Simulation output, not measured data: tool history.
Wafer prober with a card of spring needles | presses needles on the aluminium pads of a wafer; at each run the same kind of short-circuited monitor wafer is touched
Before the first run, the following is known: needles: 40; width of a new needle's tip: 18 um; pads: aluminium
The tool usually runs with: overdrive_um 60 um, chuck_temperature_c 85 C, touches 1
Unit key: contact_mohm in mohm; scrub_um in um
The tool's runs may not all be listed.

| run | hour | overdrive_um | chuck_temperature_c | touches | contact_mohm | scrub_um |
|---|---|---|---|---|---|---|
| 1 | 0 | 60 | 85 | 1 | 178 | 8.42 |
|  | 10.3 | tips cleaned on abrasive film |
| 2 | 13.3 | 60 | 85 | 1 | 178 | 8.43 |
| 3 | 25.2 | 60 | 85 | 1 | 178 | 8.43 |
|  | 37.5 | tips cleaned on abrasive film |
| 4 | 39.1 | 60 | 85 | 1 | 176 | 8.4 |
| 5 | 52.4 | 60 | 85 | 1 | 176 | 8.4 |
|  | 62.7 | tips cleaned on abrasive film |
| 6 | 73.4 | 58 | 111 | 2 | 182 | 8.18 |
|  | 75.9 | height of the first contact set anew |
| 7 | 84.5 | 67 | 78 | 1 | 173 | 9.37 |
|  | 90.3 | tips cleaned on abrasive film |
| 8 | 94.7 | 67 | 78 | 1 | 171 | 9.36 |
| 9 | 114.2 | 64 | 78 | 1 | 174 | 8.98 |
|  | 115.5 | tips cleaned on abrasive film |
| 10 | 128.1 | 64 | 78 | 1 | 171 | 8.89 |

Branching from run 10: 3 alternative next runs. What would each branch give?
|  | 141.8 | tips cleaned on abrasive film |
| A | 150.6 | 60 | 85 | 2 | ? | ? |
|  | 141.8 | tips cleaned on abrasive film |
| B | 150.6 | 60 | 85 | 1 | ? | ? |
|  | 141.8 | tips cleaned on abrasive film |
| C | 150.6 | 64 | 41 | 1 | ? | ? |

| run | contact_mohm | scrub_um |
|---|---|---|
| A | 173 | 8.4 |
| B | 176 | 8.42 |
| C | 164 | 8.92 |
Stripped of hidden state, with their random variation kept, the same runs would have yielded:
| run | contact_mohm | scrub_um |
|---|---|---|
| A | 173 | 8.4 |
| B | 176 | 8.42 |
| C | 164 | 8.92 |
